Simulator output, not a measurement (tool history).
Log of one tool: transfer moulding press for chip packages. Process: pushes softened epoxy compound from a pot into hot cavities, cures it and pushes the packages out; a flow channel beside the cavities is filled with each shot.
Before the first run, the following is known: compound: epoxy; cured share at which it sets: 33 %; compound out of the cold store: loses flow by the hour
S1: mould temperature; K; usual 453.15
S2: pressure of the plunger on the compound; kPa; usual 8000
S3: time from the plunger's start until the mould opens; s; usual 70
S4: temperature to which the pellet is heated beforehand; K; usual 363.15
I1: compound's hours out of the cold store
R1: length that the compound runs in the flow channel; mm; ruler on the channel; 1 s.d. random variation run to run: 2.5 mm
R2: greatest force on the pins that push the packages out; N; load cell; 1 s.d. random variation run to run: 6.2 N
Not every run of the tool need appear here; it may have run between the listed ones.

run     day      S1    S2   S3      S4    I1   R1   R2
  1   0.000  453.15  8000   70  363.15  39.1  675  342
      0.288  -- cavities cleaned with cleaning compound and waxed
  2   0.962  453.15  8000   70  363.15  28.9  694  301
  3   2.338  453.15  8000   70  363.15  21.1  705  327
      2.796  -- cavities cleaned with cleaning compound and waxed
  4   3.758  453.15  8000   70  363.15  14.7  719  311
      5.292  -- cavities cleaned with cleaning compound and waxed
  5   5.383  453.15  8000   81  363.15  18.1  704  215
  6   6.238  453.15  8000   81  363.15  31.4  673  260
  7   7.025  453.15  8000   81  363.15  16.3  702  271
      7.738  -- cavities cleaned with cleaning compound and waxed
  8   8.708  453.15  7150   70  363.15  40.9  611  307
      8.892  -- plunger's sealing rings changed
     10.279  -- cavities cleaned with cleaning compound and waxed
  9  10.479  446.15  8000   70  363.15  32.3  699  393
 10  11.862  446.15  8000   70  363.15  43.7  669  464
     12.788  -- cavities cleaned with cleaning compound and waxed
 11  12.908  446.15  8000   70  363.15  24.4  706  397
     13.150  -- mould's thermocouples calibrated
 12  13.804  453.15  8000   70  371.15  44.6  649  287
 13  14.533  453.15  8000   70  371.15  14.4  712  313
     15.329  -- cavities cleaned with cleaning compound and waxed
 14  15.612  454.15  7730   70  371.15  43.4  632  245
 15  17.100  448.15  9490  105  363.15  45.4  698  262
     17.817  -- cavities cleaned with cleaning compound and waxed
 16  17.900  448.15  9690   70  360.15  25.7  754  322
     18.862  -- plunger's sealing rings changed
 17  19.712  448.15  9690   70  360.15  20.9  793  439
     20.371  -- mould's thermocouples calibrated, once more
     20.433  -- cavities cleaned with cleaning compound and waxed
 18  20.758  453.15  7570   85  368.15  26.3  681  219
 19  21.838  458.15  8000   70  370.15  27.3  685  269
 20  22.612  458.15  8000   66  355.15  37.6  664  306
     22.838  -- cavities cleaned with cleaning compound and waxed
 21  24.321  458.15  8000   66  355.15  21.9  690  290
     25.250  -- cavities cleaned with cleaning compound and waxed
 22  25.279  458.15  8000   66  355.15  44.2  645  209
 23  26.708  458.15  8000   53  355.15  42.8  643  494
     27.742  -- cavities cleaned with cleaning compound and waxed
 24  27.871  458.15  8000   53  355.15  48.0  632  381
     28.896  -- plunger's sealing rings changed
 25  29.054  458.15  8000   53  355.15  15.6  721  499
 26  29.862  450.15  8000   51  363.15  26.9  706  902

Below are 4 alternative next runs, each starting from the tool's condition after run 26. Predict each:
     30.312  -- cavities cleaned with cleaning compound and waxed
  A  30.800  458.15  8000  51  363.15  34.7   ?   ?
     30.312  -- cavities cleaned with cleaning compound and waxed
  B  30.800  461.15  8000  70  363.15  33.0   ?   ?
     30.312  -- cavities cleaned with cleaning compound and waxed
  C  30.800  450.15  8000  54  363.15  28.7   ?   ?
     30.312  -- cavities cleaned with cleaning compound and waxed
  D  30.800  453.15  8000  72  363.15  22.3   ?   ?

run   R1   R2
  A  682  460
  B  675  221
  C  700  651
  D  709  253
What these runs would have given with no unlogged condition in the tool:
run   R1   R2
  A  690  394
  B  683  187
  C  708  557
  D  717  214

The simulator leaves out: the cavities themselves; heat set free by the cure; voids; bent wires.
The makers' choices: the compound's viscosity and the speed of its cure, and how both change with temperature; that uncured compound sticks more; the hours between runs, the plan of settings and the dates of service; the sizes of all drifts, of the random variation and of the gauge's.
